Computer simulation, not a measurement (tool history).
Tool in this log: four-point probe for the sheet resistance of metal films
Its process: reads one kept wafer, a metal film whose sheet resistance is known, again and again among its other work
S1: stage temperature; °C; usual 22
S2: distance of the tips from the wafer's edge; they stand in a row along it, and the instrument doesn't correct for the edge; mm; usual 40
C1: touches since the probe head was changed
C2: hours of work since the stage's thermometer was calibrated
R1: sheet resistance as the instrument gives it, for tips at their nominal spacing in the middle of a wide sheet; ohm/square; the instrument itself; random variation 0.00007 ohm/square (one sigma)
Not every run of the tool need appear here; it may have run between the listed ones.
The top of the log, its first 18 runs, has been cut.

Run 19, hour 228.8: usual settings; C1 9140; C2 195. Result: R1 0.34597 ohm/square.
Run 20, hour 245.9: usual settings; C1 9552; C2 208. Result: R1 0.345826 ohm/square.
Run 21, hour 259.6: usual settings but S1 20 °C; C1 9883; C2 219. Result: R1 0.345868 ohm/square.
Run 22, hour 269.2: usual settings but S1 20 °C; C1 10115; C2 226. Result: R1 0.34583 ohm/square.
Run 23, hour 276.4: usual settings but S1 20 °C; C1 10289; C2 232. Result: R1 0.345861 ohm/square.
At hour 278.4: stage's thermometer calibrated.
Run 24, hour 293.3: usual settings but S1 19 °C, S2 7 mm; C1 10683; C2 11. Result: R1 0.351653 ohm/square.
Run 25, hour 304: usual settings but S1 28 °C, S2 7 mm; C1 10940; C2 20. Result: R1 0.351329 ohm/square.
Run 26, hour 321.1: usual settings but S1 29 °C, S2 31 mm; C1 11353; C2 33. Result: R1 0.345489 ohm/square.
At hour 323.3: stage's thermometer calibrated, once more.
Run 27, hour 330: usual settings but S1 23 °C, S2 7 mm; C1 11555; C2 5. Result: R1 0.351547 ohm/square.
Run 28, hour 342: usual settings but S1 18 °C, S2 24 mm; C1 11843; C2 14. Result: R1 0.346279 ohm/square.
Run 29, hour 356.7: usual settings but S1 27 °C, S2 10 mm; C1 12198; C2 26. Result: R1 0.348385 ohm/square.
Run 30, hour 368.8: usual settings but S1 20 °C, S2 10 mm; C1 12490; C2 35. Result: R1 0.348638 ohm/square.
Run 31, hour 376.5: usual settings but S1 30 °C, S2 3 mm; C1 12675; C2 41. Result: R1 0.375375 ohm/square.
Run 32, hour 391.6: usual settings but S1 32 °C, S2 18 mm; C1 13039; C2 52. Result: R1 0.34598 ohm/square.
Run 33, hour 400: usual settings but S1 29 °C, S2 17 mm; C1 13242; C2 59. Result: R1 0.346228 ohm/square.
Run 34, hour 412: usual settings but S1 34 °C, S2 53 mm; C1 13532; C2 68. Result: R1 0.3451 ohm/square.
Run 35, hour 425.4: usual settings but S1 34 °C, S2 53 mm; C1 13855; C2 78. Result: R1 0.345089 ohm/square.
Run 36, hour 440.2: usual settings but S1 34 °C, S2 53 mm; C1 14211; C2 90. Result: R1 0.345038 ohm/square.

Run 37 is up next; what results do you expect?
Run 37, hour 455.1: usual settings but S1 27 °C, S2 39 mm; C1 14570; C2 101. Result: R1 ?.

{"run 37": {"R1": 0.345405}}
Minus the tool's unlogged condition, the same run would have read R1 0.347394 ohm/square.

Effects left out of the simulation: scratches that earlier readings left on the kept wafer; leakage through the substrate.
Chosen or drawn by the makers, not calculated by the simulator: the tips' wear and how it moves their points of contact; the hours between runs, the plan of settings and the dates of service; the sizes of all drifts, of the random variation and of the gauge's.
